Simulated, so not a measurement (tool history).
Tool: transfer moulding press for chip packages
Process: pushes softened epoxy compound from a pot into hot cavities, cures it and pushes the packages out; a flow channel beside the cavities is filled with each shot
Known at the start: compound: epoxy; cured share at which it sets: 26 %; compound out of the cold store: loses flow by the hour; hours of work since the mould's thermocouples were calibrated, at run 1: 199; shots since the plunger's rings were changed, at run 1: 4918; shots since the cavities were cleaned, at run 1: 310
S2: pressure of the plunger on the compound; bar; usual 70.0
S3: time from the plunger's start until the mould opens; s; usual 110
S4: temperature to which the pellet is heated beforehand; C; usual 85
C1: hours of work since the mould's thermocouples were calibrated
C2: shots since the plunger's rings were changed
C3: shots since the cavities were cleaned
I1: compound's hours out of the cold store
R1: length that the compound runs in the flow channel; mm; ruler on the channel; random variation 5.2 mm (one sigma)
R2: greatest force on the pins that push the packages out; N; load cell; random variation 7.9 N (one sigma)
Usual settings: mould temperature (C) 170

{"run": 1, "hour": 0.0, "mould temperature (C)": 170, "S2": 70.0, "S3": 110, "S4": 85, "C1": 199, "C2": 4918, "C3": 310, "I1": 23.0, "R1": 513, "R2": 546}
{"hour": 34.8, "done": "cavities cleaned with cleaning compound and waxed"}
{"run": 2, "hour": 48.3, "mould temperature (C)": 170, "S2": 70.0, "S3": 110, "S4": 85, "C1": 224, "C2": 5310, "C3": 113, "I1": 47.3, "R1": 463, "R2": 428}
{"run": 3, "hour": 88.5, "mould temperature (C)": 170, "S2": 70.0, "S3": 110, "S4": 85, "C1": 247, "C2": 5647, "C3": 450, "I1": 24.5, "R1": 515, "R2": 577}
{"hour": 105.6, "done": "cavities cleaned with cleaning compound and waxed"}
{"run": 4, "hour": 130.3, "mould temperature (C)": 170, "S2": 70.0, "S3": 110, "S4": 85, "C1": 269, "C2": 5986, "C3": 208, "I1": 22.2, "R1": 506, "R2": 500}
{"run": 5, "hour": 168.5, "mould temperature (C)": 170, "S2": 70.0, "S3": 110, "S4": 76, "C1": 290, "C2": 6306, "C3": 528, "I1": 37.0, "R1": 480, "R2": 622}
{"hour": 177.9, "done": "cavities cleaned with cleaning compound and waxed"}
{"hour": 197.1, "done": "plunger's sealing rings changed"}
{"run": 6, "hour": 200.2, "mould temperature (C)": 170, "S2": 70.0, "S3": 110, "S4": 76, "C1": 305, "C2": 26, "C3": 166, "I1": 39.2, "R1": 513, "R2": 498}
{"run": 7, "hour": 225.1, "mould temperature (C)": 170, "S2": 70.0, "S3": 110, "S4": 76, "C1": 318, "C2": 235, "C3": 375, "I1": 30.1, "R1": 530, "R2": 580}
{"hour": 251.6, "done": "cavities cleaned with cleaning compound and waxed"}
{"run": 8, "hour": 252.4, "mould temperature (C)": 170, "S2": 65.7, "S3": 110, "S4": 85, "C1": 332, "C2": 451, "C3": 7, "I1": 14.6, "R1": 556, "R2": 402}
{"run": 9, "hour": 283.3, "mould temperature (C)": 170, "S2": 70.0, "S3": 110, "S4": 85, "C1": 349, "C2": 710, "C3": 266, "I1": 23.6, "R1": 541, "R2": 524}
{"hour": 321.9, "done": "cavities cleaned with cleaning compound and waxed"}
{"run": 10, "hour": 335.3, "mould temperature (C)": 170, "S2": 70.0, "S3": 110, "S4": 85, "C1": 377, "C2": 1134, "C3": 112, "I1": 19.1, "R1": 549, "R2": 465}
{"run": 11, "hour": 376.6, "mould temperature (C)": 170, "S2": 54.9, "S3": 110, "S4": 85, "C1": 400, "C2": 1480, "C3": 458, "I1": 19.5, "R1": 485, "R2": 593}
{"hour": 394.2, "done": "cavities cleaned with cleaning compound and waxed"}
{"run": 12, "hour": 403.2, "mould temperature (C)": 170, "S2": 54.9, "S3": 110, "S4": 85, "C1": 413, "C2": 1691, "C3": 76, "I1": 21.3, "R1": 478, "R2": 431}
{"run": 13, "hour": 428.3, "mould temperature (C)": 170, "S2": 54.9, "S3": 110, "S4": 85, "C1": 427, "C2": 1902, "C3": 287, "I1": 22.2, "R1": 486, "R2": 553}
{"run": 14, "hour": 454.4, "mould temperature (C)": 170, "S2": 54.9, "S3": 110, "S4": 85, "C1": 442, "C2": 2120, "C3": 505, "I1": 15.6, "R1": 500, "R2": 628}
{"hour": 464.4, "done": "cavities cleaned with cleaning compound and waxed"}
{"run": 15, "hour": 492.3, "mould temperature (C)": 167, "S2": 67.4, "S3": 110, "S4": 85, "C1": 461, "C2": 2426, "C3": 235, "I1": 33.3, "R1": 511, "R2": 643}
{"run": 16, "hour": 525.2, "mould temperature (C)": 163, "S2": 75.9, "S3": 110, "S4": 85, "C1": 479, "C2": 2702, "C3": 511, "I1": 29.8, "R1": 559, "R2": 1017}
{"hour": 536.7, "done": "cavities cleaned with cleaning compound and waxed"}
{"run": 17, "hour": 558.8, "mould temperature (C)": 163, "S2": 75.9, "S3": 110, "S4": 85, "C1": 497, "C2": 2971, "C3": 186, "I1": 21.3, "R1": 575, "R2": 892}
{"hour": 609.6, "done": "cavities cleaned with cleaning compound and waxed"}
{"run": 18, "hour": 610.3, "mould temperature (C)": 170, "S2": 70.0, "S3": 145, "S4": 79, "C1": 524, "C2": 3390, "C3": 5, "I1": 28.0, "R1": 517, "R2": 261}
{"run": 19, "hour": 636.2, "mould temperature (C)": 165, "S2": 70.0, "S3": 110, "S4": 85, "C1": 539, "C2": 3608, "C3": 223, "I1": 10.5, "R1": 584, "R2": 812}
{"hour": 660.6, "done": "mould's thermocouples calibrated"}
{"run": 20, "hour": 662.7, "mould temperature (C)": 170, "S2": 64.3, "S3": 110, "S4": 85, "C1": 1, "C2": 3813, "C3": 428, "I1": 11.1, "R1": 534, "R2": 576}
{"hour": 685.7, "done": "cavities cleaned with cleaning compound and waxed"}
{"run": 21, "hour": 696.5, "mould temperature (C)": 178, "S2": 70.0, "S3": 110, "S4": 88, "C1": 19, "C2": 4084, "C3": 90, "I1": 9.8, "R1": 548, "R2": 318}
{"run": 22, "hour": 717.3, "mould temperature (C)": 164, "S2": 65.5, "S3": 110, "S4": 93, "C1": 30, "C2": 4258, "C3": 264, "I1": 25.8, "R1": 516, "R2": 731}
{"run": 23, "hour": 752.3, "mould temperature (C)": 164, "S2": 65.5, "S3": 110, "S4": 93, "C1": 49, "C2": 4552, "C3": 558, "I1": 43.7, "R1": 477, "R2": 799}
{"hour": 756.4, "done": "cavities cleaned with cleaning compound and waxed"}
{"run": 24, "hour": 799.4, "mould temperature (C)": 170, "S2": 70.0, "S3": 137, "S4": 85, "C1": 74, "C2": 4935, "C3": 362, "I1": 47.0, "R1": 467, "R2": 417}
{"hour": 828.9, "done": "cavities cleaned with cleaning compound and waxed"}
{"run": 25, "hour": 842.5, "mould temperature (C)": 170, "S2": 70.0, "S3": 137, "S4": 85, "C1": 97, "C2": 5284, "C3": 114, "I1": 28.1, "R1": 508, "R2": 339}
{"run": 26, "hour": 881.7, "mould temperature (C)": 170, "S2": 70.0, "S3": 137, "S4": 85, "C1": 119, "C2": 5612, "C3": 442, "I1": 8.4, "R1": 560, "R2": 439}
{"hour": 902.2, "done": "cavities cleaned with cleaning compound and waxed"}
{"run": 27, "hour": 922.0, "mould temperature (C)": 175, "S2": 72.1, "S3": 110, "S4": 82, "C1": 140, "C2": 5938, "C3": 167, "I1": 38.3, "R1": 475, "R2": 366}

Forecast each of these 3 alternatives for the next run:
{"run": "A", "hour": 944.3, "mould temperature (C)": 175, "S2": 74.3, "S3": 110, "S4": 82, "C1": 152, "C2": 6124, "C3": 353, "I1": 19.8, "R1": "?", "R2": "?"}
{"run": "B", "hour": 944.3, "mould temperature (C)": 175, "S2": 72.1, "S3": 115, "S4": 82, "C1": 152, "C2": 6124, "C3": 353, "I1": 28.6, "R1": "?", "R2": "?"}
{"run": "C", "hour": 944.3, "mould temperature (C)": 164, "S2": 79.0, "S3": 91, "S4": 82, "C1": 152, "C2": 6124, "C3": 353, "I1": 25.6, "R1": "?", "R2": "?"}

run=A R1=528 R2=446
run=B R1=489 R2=405
run=C R1=551 R2=1225
Without the tool's hidden state the same runs would have given:
run=A R1=566 R2=284
run=B R1=525 R2=255
run=C R1=591 R2=780
